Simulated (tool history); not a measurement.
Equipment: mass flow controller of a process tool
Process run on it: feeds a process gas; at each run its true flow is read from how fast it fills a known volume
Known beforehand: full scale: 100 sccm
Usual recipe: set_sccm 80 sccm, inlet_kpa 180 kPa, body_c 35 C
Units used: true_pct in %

run,hour,set_sccm,inlet_kpa,body_c,true_pct
1,0.0,80,180,35,99.42
2,139.8,80,180,28,99.60
3,432.1,80,180,28,99.52
4,663.8,80,180,28,99.35
5,891.3,86,180,35,99.07
6,1144.6,80,180,35,98.87
7,1405.1,67,180,35,98.57
8,1699.4,80,180,35,98.62
9,1917.8,80,180,35,98.52
10,2054.2,49,180,35,98.06
11,2248.9,80,180,28,98.59
12,2422.2,62,180,35,98.11
13,2586.9,62,180,35,98.04
14,2733.0,62,180,35,97.98
15,2934.0,62,180,35,97.85
16,3200.0,62,180,35,97.85
17,3403.1,62,180,35,97.65
18,3629.4,80,180,38,97.57
19,3897.5,11,176,23,99.14
20,4142.2,80,171,37,99.11
21,4292.8,49,180,35,98.85
22,4578.5,51,225,35,98.61
23,4789.6,80,147,28,99.41
24,5046.9,80,147,28,99.28
25,5179.2,80,168,35,98.91
26,5468.7,15,194,25,98.32
27,5690.4,15,180,30,98.04
28,5924.1,48,179,24,98.63
29,6057.7,80,180,38,98.20
30,6224.7,80,180,38,98.14
31,6396.3,44,193,38,97.75
32,6628.5,44,193,38,97.56
33,6932.3,44,193,38,97.49
34,7157.3,80,180,35,97.90
35,7434.2,80,180,35,97.85

Withheld: 1 entry from between the runs. Position of each, and hidden state at the listed run before versus the listed run after:
Runs 18 to 19: gauge calibrated (hour 3848.1)
  drift of the gauge itself on true_pct, %: -1.58 -> -0.02
  the result without the hidden state subtracted from the measured one, true_pct: -1.55 -> -0.05 %

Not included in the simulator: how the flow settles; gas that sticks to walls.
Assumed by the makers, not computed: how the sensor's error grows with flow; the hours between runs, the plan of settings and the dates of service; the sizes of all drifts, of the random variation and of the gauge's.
